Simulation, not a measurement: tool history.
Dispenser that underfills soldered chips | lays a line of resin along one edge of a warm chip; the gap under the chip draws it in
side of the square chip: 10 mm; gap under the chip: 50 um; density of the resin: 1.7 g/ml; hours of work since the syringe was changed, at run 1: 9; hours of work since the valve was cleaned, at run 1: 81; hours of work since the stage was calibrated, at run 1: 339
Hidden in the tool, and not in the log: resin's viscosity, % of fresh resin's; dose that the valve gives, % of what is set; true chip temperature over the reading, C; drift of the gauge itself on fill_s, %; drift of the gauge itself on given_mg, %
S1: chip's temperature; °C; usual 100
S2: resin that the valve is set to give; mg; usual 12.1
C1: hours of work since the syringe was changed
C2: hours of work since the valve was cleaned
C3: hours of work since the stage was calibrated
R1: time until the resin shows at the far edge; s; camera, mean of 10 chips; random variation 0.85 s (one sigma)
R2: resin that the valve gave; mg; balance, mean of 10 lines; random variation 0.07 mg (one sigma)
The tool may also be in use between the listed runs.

run 1 hour=0.0 | S1=100 S2=12.1 | C1=9 C2=81 C3=339 | R1=183.5 R2=11.30
-- hour=2.4 new syringe of resin
run 2 hour=11.8 | S1=89 S2=12.1 | C1=7 C2=89 C3=347 | R1=237.1 R2=11.02
-- hour=17.3 new syringe of resin
run 3 hour=20.6 | S1=89 S2=12.1 | C1=2 C2=96 C3=354 | R1=162.4 R2=11.02
run 4 hour=26.7 | S1=104 S2=12.1 | C1=7 C2=100 C3=358 | R1=134.1 R2=11.03
-- hour=32.7 new syringe of resin
-- hour=34.5 dispensing valve cleaned and set on the balance
run 5 hour=36.0 | S1=104 S2=12.1 | C1=2 C2=1 C3=364 | R1=87.1 R2=12.08
run 6 hour=41.7 | S1=104 S2=12.1 | C1=6 C2=5 C3=369 | R1=123.8 R2=11.95
-- hour=48.7 new syringe of resin
run 7 hour=50.6 | S1=104 S2=12.1 | C1=1 C2=12 C3=375 | R1=85.2 R2=12.01
-- hour=59.6 stage's temperature calibrated
-- hour=64.2 new syringe of resin
run 8 hour=65.0 | S1=100 S2=12.1 | C1=1 C2=22 C3=4 | R1=84.2 R2=11.82
run 9 hour=73.5 | S1=86 S2=12.1 | C1=7 C2=28 C3=10 | R1=242.6 R2=11.77
-- hour=79.7 new syringe of resin
run 10 hour=84.4 | S1=86 S2=12.1 | C1=4 C2=36 C3=18 | R1=182.8 R2=11.80
-- hour=94.8 new syringe of resin
run 11 hour=97.4 | S1=100 S2=12.1 | C1=2 C2=46 C3=28 | R1=95.6 R2=11.56
run 12 hour=105.1 | S1=100 S2=12.1 | C1=8 C2=52 C3=34 | R1=153.0 R2=11.66
-- hour=109.3 new syringe of resin
run 13 hour=115.1 | S1=100 S2=11.1 | C1=4 C2=59 C3=41 | R1=116.3 R2=10.55
run 14 hour=123.2 | S1=100 S2=11.1 | C1=11 C2=65 C3=47 | R1=188.9 R2=10.45
-- hour=124.5 new syringe of resin
run 15 hour=132.7 | S1=100 S2=12.1 | C1=6 C2=72 C3=54 | R1=132.7 R2=11.28
-- hour=139.3 new syringe of resin
run 16 hour=143.4 | S1=100 S2=12.1 | C1=3 C2=80 C3=62 | R1=103.3 R2=11.26
-- hour=154.5 new syringe of resin
run 17 hour=154.5 | S1=100 S2=12.1 | C1=0 C2=88 C3=70 | R1=81.8 R2=11.12
run 18 hour=166.7 | S1=100 S2=13.8 | C1=9 C2=97 C3=79 | R1=169.9 R2=12.62
-- hour=169.4 new syringe of resin
-- hour=178.9 dispensing valve cleaned and set on the balance
run 19 hour=180.7 | S1=97 S2=14.9 | C1=8 C2=1 C3=89 | R1=167.1 R2=14.83
-- hour=185.6 new syringe of resin
run 20 hour=186.5 | S1=107 S2=13.0 | C1=1 C2=6 C3=93 | R1=67.3 R2=12.89
run 21 hour=199.2 | S1=96 S2=11.6 | C1=10 C2=15 C3=103 | R1=219.4 R2=11.34
-- hour=200.1 new syringe of resin
run 22 hour=210.0 | S1=96 S2=11.6 | C1=8 C2=23 C3=111 | R1=171.5 R2=11.38
-- hour=214.5 new syringe of resin
run 23 hour=217.8 | S1=85 S2=11.9 | C1=2 C2=29 C3=116 | R1=178.0 R2=11.62
-- hour=229.4 new syringe of resin
run 24 hour=229.6 | S1=85 S2=11.9 | C1=0 C2=37 C3=125 | R1=154.1 R2=11.56
run 25 hour=238.5 | S1=85 S2=11.9 | C1=7 C2=44 C3=132 | R1=261.7 R2=11.41
-- hour=244.2 new syringe of resin
run 26 hour=250.1 | S1=98 S2=12.7 | C1=4 C2=53 C3=140 | R1=127.4 R2=12.05
-- hour=258.8 new syringe of resin
run 27 hour=263.0 | S1=112 S2=10.6 | C1=3 C2=62 C3=150 | R1=74.1 R2=9.96
-- hour=273.7 new syringe of resin
run 28 hour=276.0 | S1=112 S2=10.6 | C1=2 C2=72 C3=159 | R1=67.6 R2=10.03
run 29 hour=284.4 | S1=111 S2=14.0 | C1=8 C2=78 C3=166 | R1=107.3 R2=12.96
-- hour=288.4 new syringe of resin
run 30 hour=295.0 | S1=87 S2=12.0 | C1=5 C2=86 C3=173 | R1=206.8 R2=11.11
-- hour=302.9 new syringe of resin
run 31 hour=306.5 | S1=87 S2=13.8 | C1=3 C2=94 C3=182 | R1=167.9 R2=12.61
run 32 hour=316.3 | S1=103 S2=12.1 | C1=10 C2=102 C3=189 | R1=172.7 R2=11.07
-- hour=317.3 new syringe of resin
-- hour=322.5 dispensing valve cleaned and set on the balance
run 33 hour=326.8 | S1=87 S2=15.3 | C1=6 C2=3 C3=196 | R1=223.8 R2=15.21
-- hour=332.9 new syringe of resin
run 34 hour=335.7 | S1=87 S2=15.3 | C1=2 C2=10 C3=203 | R1=162.5 R2=15.13
run 35 hour=341.6 | S1=91 S2=13.7 | C1=7 C2=14 C3=207 | R1=200.7 R2=13.62
-- hour=348.0 new syringe of resin
run 36 hour=348.6 | S1=106 S2=12.9 | C1=0 C2=19 C3=212 | R1=70.9 R2=12.75

Forecast each of these 3 alternatives for the next run:
run A hour=359.1 | S1=94 S2=14.7 | C1=8 C2=27 C3=220 | R1=? R2=?
run B hour=359.1 | S1=96 S2=12.9 | C1=8 C2=27 C3=220 | R1=? R2=?
run C hour=359.1 | S1=108 S2=13.0 | C1=8 C2=27 C3=220 | R1=? R2=?

run=A R1=203.5 R2=14.18
run=B R1=190.7 R2=12.61
run=C R1=124.4 R2=12.81
Without the tool's hidden state the same runs would have given:
run=A R1=97.2 R2=14.52
run=B R1=91.0 R2=12.92
run=C R1=59.7 R2=13.12

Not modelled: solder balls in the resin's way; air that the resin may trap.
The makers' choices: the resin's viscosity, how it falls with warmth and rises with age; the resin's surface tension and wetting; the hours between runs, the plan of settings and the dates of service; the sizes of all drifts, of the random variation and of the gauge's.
